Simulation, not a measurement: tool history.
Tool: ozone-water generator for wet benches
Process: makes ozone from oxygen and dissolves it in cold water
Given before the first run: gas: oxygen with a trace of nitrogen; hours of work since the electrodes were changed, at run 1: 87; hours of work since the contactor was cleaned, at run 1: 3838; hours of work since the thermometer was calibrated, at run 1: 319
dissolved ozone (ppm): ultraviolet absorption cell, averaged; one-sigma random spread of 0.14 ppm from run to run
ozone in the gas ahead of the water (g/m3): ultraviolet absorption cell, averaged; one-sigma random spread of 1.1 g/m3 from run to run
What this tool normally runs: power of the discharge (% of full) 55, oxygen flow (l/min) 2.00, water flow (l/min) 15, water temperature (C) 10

| run | hour | power of the discharge (% of full) | oxygen flow (l/min) | water flow (l/min) | water temperature (C) | hours of work since the electrodes were changed | hours of work since the contactor was cleaned | hours of work since the thermometer was calibrated | dissolved ozone (ppm) | ozone in the gas ahead of the water (g/m3) |
|---|---|---|---|---|---|---|---|---|---|---|
| 1 | 0.0 | 55 | 2.00 | 15 | 10 | 87 | 3838 | 319 | 17.0 | 205.2 |
| 2 | 88.4 | 55 | 2.00 | 15 | 10 | 164 | 3915 | 396 | 16.9 | 204.1 |
| 3 | 138.1 | 55 | 2.00 | 15 | 10 | 207 | 3958 | 439 | 16.7 | 204.4 |
| 4 | 188.9 | 55 | 2.00 | 15 | 10 | 251 | 4002 | 484 | 16.8 | 202.5 |
| 5 | 253.5 | 55 | 2.00 | 15 | 10 | 307 | 4059 | 540 | 16.4 | 203.6 |
| 6 | 340.2 | 55 | 2.00 | 15 | 7 | 383 | 4134 | 615 | 16.8 | 204.3 |
| 7 | 392.8 | 55 | 2.00 | 15 | 17 | 429 | 4180 | 661 | 15.5 | 203.8 |
| 8 | 455.0 | 55 | 2.00 | 15 | 17 | 483 | 4234 | 715 | 15.8 | 204.2 |
| 9 | 548.0 | 55 | 2.00 | 15 | 17 | 564 | 4315 | 796 | 15.6 | 205.8 |
| 10 | 619.3 | 55 | 2.00 | 15 | 17 | 626 | 4377 | 858 | 15.5 | 205.1 |
| 11 | 706.5 | 55 | 2.00 | 15 | 17 | 702 | 4453 | 934 | 15.8 | 202.7 |
| 12 | 751.7 | 55 | 2.00 | 15 | 17 | 741 | 4492 | 973 | 15.7 | 205.5 |
| 13 | 794.6 | 55 | 2.00 | 15 | 10 | 778 | 4530 | 1011 | 16.6 | 203.3 |
| 14 | 850.2 | 55 | 2.00 | 23 | 10 | 827 | 4578 | 1059 | 10.8 | 204.2 |
| 15 | 898.2 | 55 | 2.00 | 15 | 10 | 869 | 4620 | 1101 | 16.5 | 205.1 |
| 16 | 972.4 | 55 | 2.00 | 15 | 10 | 933 | 4684 | 1165 | 16.6 | 203.2 |
| 17 | 1027.3 | 55 | 2.00 | 15 | 10 | 981 | 4732 | 1213 | 16.6 | 205.1 |
| 18 | 1101.6 | 55 | 2.00 | 15 | 10 | 1046 | 4797 | 1278 | 16.7 | 205.9 |
| 19 | 1172.0 | 55 | 1.16 | 15 | 10 | 1107 | 4858 | 1339 | 15.6 | 297.9 |
| 20 | 1226.8 | 78 | 1.16 | 15 | 6 | 1155 | 4906 | 1387 | 22.1 | 412.1 |
| 21 | 1286.0 | 80 | 1.00 | 15 | 10 | 1206 | 4957 | 1438 | 22.1 | 466.3 |
| 22 | 1355.5 | 80 | 1.00 | 15 | 10 | 1267 | 5018 | 1499 | 21.5 | 470.3 |
| 23 | 1420.9 | 80 | 1.00 | 15 | 10 | 1324 | 5075 | 1556 | 21.4 | 466.4 |
| 24 | 1502.3 | 80 | 2.85 | 15 | 10 | 1394 | 5146 | 1627 | 24.1 | 228.7 |
| 25 | 1557.8 | 49 | 1.17 | 20 | 5 | 1443 | 5194 | 1675 | 10.7 | 264.7 |
| 26 | 1614.9 | 49 | 1.17 | 10 | 5 | 1492 | 5244 | 1725 | 21.6 | 266.4 |
| 27 | 1654.6 | 49 | 1.17 | 10 | 5 | 1527 | 5278 | 1759 | 21.7 | 265.1 |
| 28 | 1704.8 | 83 | 3.12 | 22 | 15 | 1571 | 5322 | 1803 | 16.6 | 221.5 |
| 29 | 1754.6 | 85 | 2.00 | 10 | 13 | 1614 | 5365 | 1846 | 34.3 | 304.8 |
| 30 | 1813.6 | 85 | 3.30 | 10 | 5 | 1665 | 5417 | 1898 | 36.3 | 218.1 |
| 31 | 1855.0 | 90 | 2.00 | 15 | 7 | 1701 | 5453 | 1934 | 26.9 | 322.5 |
| 32 | 1933.1 | 64 | 1.95 | 22 | 9 | 1769 | 5521 | 2002 | 13.3 | 239.2 |
| 33 | 1980.7 | 55 | 3.13 | 15 | 6 | 1811 | 5562 | 2043 | 17.4 | 149.4 |
| 34 | 2071.0 | 55 | 2.00 | 15 | 14 | 1889 | 5641 | 2122 | 15.9 | 203.8 |

Each row is a separate what-if for the run after 34, all from the same tool condition, not one after another. Results?
| A | 2120.7 | 55 | 3.50 | 20 | 9 | 1933 | 5684 | 2165 | ? | ? |
| B | 2120.7 | 43 | 2.00 | 15 | 10 | 1933 | 5684 | 2165 | ? | ? |
| C | 2120.7 | 50 | 2.00 | 17 | 8 | 1933 | 5684 | 2165 | ? | ? |

| run | dissolved ozone (ppm) | ozone in the gas ahead of the water (g/m3) |
|---|---|---|
| A | 13.0 | 140.3 |
| B | 13.0 | 163.3 |
| C | 13.8 | 185.9 |
The same runs, with their run-to-run variation unchanged, on a tool lacking any hidden condition would have given:
| run | dissolved ozone (ppm) | ozone in the gas ahead of the water (g/m3) |
|---|---|---|
| A | 13.0 | 140.4 |
| B | 13.0 | 163.3 |
| C | 13.9 | 186.0 |
